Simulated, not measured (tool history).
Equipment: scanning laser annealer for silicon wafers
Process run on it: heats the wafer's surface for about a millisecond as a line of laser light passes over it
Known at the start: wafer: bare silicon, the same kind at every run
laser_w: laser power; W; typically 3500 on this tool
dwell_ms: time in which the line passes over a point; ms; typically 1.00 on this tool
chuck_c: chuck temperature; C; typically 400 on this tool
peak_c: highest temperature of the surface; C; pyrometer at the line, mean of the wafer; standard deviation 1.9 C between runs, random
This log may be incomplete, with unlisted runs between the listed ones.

run   hour  laser_w  dwell_ms  chuck_c  peak_c
  1    0.0     3500      1.00      400    1201
  2   53.6     3500      1.00      400    1204
  3   97.4     3500      1.00      400    1204
  4  135.6     3500      1.00      400    1208
  5  163.6     3468      1.00      400    1197
  6  212.6     3468      1.00      400    1200
  7  252.2     3468      1.00      400    1197
  8  296.6     3468      1.00      400    1195
  9  335.1     3152      1.09      427    1173
 10  357.1     3152      1.09      427    1173
 11  390.7     3152      1.09      427    1168
 12  443.9     3354      1.13      400    1211
 13  472.7     3120      1.05      430    1151
 14  524.5     3120      1.05      393    1113
 15  566.2     3371      1.00      409    1176
 16  605.3     3842      0.97      380    1265

Taken out of this log: 2 entries between the listed runs. Where each belongs, and how the hidden state differs across it:
In the gap between runs 1 and 2: window over the wafer cleaned (hour 18.4)
  light that passes the window, % of a clean one's: 99.88 -> 99.99
In the gap between runs 13 and 14: window over the wafer cleaned (hour 499.4)
  light that passes the window, % of a clean one's: 99.88 -> 99.98

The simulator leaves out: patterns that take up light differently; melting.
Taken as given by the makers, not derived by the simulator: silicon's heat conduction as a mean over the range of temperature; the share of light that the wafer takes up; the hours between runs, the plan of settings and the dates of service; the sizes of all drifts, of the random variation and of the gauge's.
